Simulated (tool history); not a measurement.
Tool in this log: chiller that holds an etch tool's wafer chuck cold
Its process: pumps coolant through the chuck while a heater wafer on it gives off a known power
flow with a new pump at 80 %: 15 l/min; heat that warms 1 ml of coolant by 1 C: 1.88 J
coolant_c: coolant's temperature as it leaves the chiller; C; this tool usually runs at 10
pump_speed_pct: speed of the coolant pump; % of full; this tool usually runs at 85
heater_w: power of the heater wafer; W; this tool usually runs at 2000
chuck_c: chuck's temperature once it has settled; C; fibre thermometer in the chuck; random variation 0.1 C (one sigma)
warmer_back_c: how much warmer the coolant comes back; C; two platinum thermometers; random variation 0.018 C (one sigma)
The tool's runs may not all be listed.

| run | hour | coolant_c | pump_speed_pct | heater_w | chuck_c | warmer_back_c |
|---|---|---|---|---|---|---|
| 1 | 0.0 | 10 | 85 | 2000 | 29.3 | 4.00 |
| 2 | 35.1 | 10 | 85 | 2000 | 29.3 | 4.00 |
| 3 | 70.4 | 10 | 85 | 2000 | 29.3 | 4.02 |
| 4 | 106.8 | 0 | 85 | 2000 | 19.3 | 4.01 |
| 5 | 163.3 | 0 | 85 | 2000 | 19.3 | 4.03 |
| 6 | 216.5 | 10 | 85 | 2000 | 29.3 | 4.06 |
| 7 | 275.1 | 10 | 85 | 2000 | 29.2 | 4.03 |
| 8 | 334.4 | 10 | 85 | 2000 | 29.3 | 4.10 |
| 9 | 392.2 | 10 | 70 | 2000 | 31.8 | 5.05 |
| 10 | 475.4 | 10 | 70 | 2000 | 31.8 | 5.10 |
| 11 | 510.6 | 10 | 86 | 2000 | 29.2 | 4.11 |
| 12 | 561.7 | 10 | 85 | 2000 | 29.4 | 4.17 |
| 13 | 619.6 | 10 | 85 | 2000 | 29.2 | 4.19 |
|  | 631.6 | coolant changed, channels flushed |
| 14 | 668.4 | 10 | 85 | 2000 | 29.3 | 4.15 |
| 15 | 726.4 | 10 | 85 | 2000 | 29.4 | 4.20 |
| 16 | 777.7 | 10 | 85 | 2000 | 29.4 | 4.21 |
| 17 | 813.6 | 13 | 85 | 2927 | 41.4 | 6.07 |
| 18 | 865.4 | 14 | 68 | 2000 | 36.2 | 5.39 |
| 19 | 949.7 | 14 | 68 | 2000 | 36.2 | 5.38 |
| 20 | 1036.5 | 4 | 68 | 1340 | 18.9 | 3.71 |
| 21 | 1075.0 | 4 | 68 | 1959 | 25.6 | 5.31 |
|  | 1086.1 | gauge calibrated |
| 22 | 1134.7 | 5 | 75 | 1424 | 19.9 | 3.27 |
| 23 | 1203.7 | 5 | 77 | 1387 | 19.3 | 3.09 |
| 24 | 1275.7 | 5 | 77 | 1387 | 19.4 | 3.14 |
| 25 | 1313.9 | 10 | 85 | 1367 | 23.0 | 2.76 |
| 26 | 1355.5 | 15 | 85 | 1130 | 25.8 | 2.33 |
| 27 | 1434.0 | 12 | 96 | 2229 | 31.9 | 3.98 |
| 28 | 1495.0 | 8 | 96 | 1001 | 17.0 | 1.84 |
| 29 | 1570.5 | 10 | 97 | 1722 | 25.2 | 3.08 |
| 30 | 1648.1 | 10 | 97 | 1722 | 25.3 | 3.10 |
| 31 | 1735.1 | 12 | 93 | 1982 | 30.2 | 3.76 |
| 32 | 1771.0 | 13 | 69 | 1883 | 33.8 | 4.91 |

A few steps of warmer_back_c between consecutive runs. Split each: what settings, incoming material and random variation would produce without the hidden state, and what is left over for the hidden state, along with gauge scatter present in only one of the two compared results (measured, and without hidden state):
Hidden state present: heat passed by the chuck's channels, % of clean ones'; flow at a given pump speed, % of a new pump's; coolant's true temperature over the reading, C; drift of the gauge itself on chuck_c, C; drift of the gauge itself on warmer_back_c, C.
Run 16 -> 17: coolant_c 10 -> 13, heater_w 2000 -> 2927. warmer_back_c +1.86 C: hidden state +0.01, all else +1.85.
Run 21 -> 22: coolant_c 4 -> 5, pump_speed_pct 68 -> 75, heater_w 1959 -> 1424, gauge calibrated. warmer_back_c -2.04 C: hidden state -0.30, all else -1.74.
Run 23 -> 24: no setting touched and nothing written in the log between the runs. warmer_back_c +0.05 C: hidden state +0.03, all else +0.02.
Run 26 -> 27: coolant_c 15 -> 12, pump_speed_pct 85 -> 96, heater_w 1130 -> 2229. warmer_back_c +1.65 C: hidden state +0.03, all else +1.62.
Run 27 -> 28: coolant_c 12 -> 8, heater_w 2229 -> 1001. warmer_back_c -2.14 C: hidden state +0.01, all else -2.15.
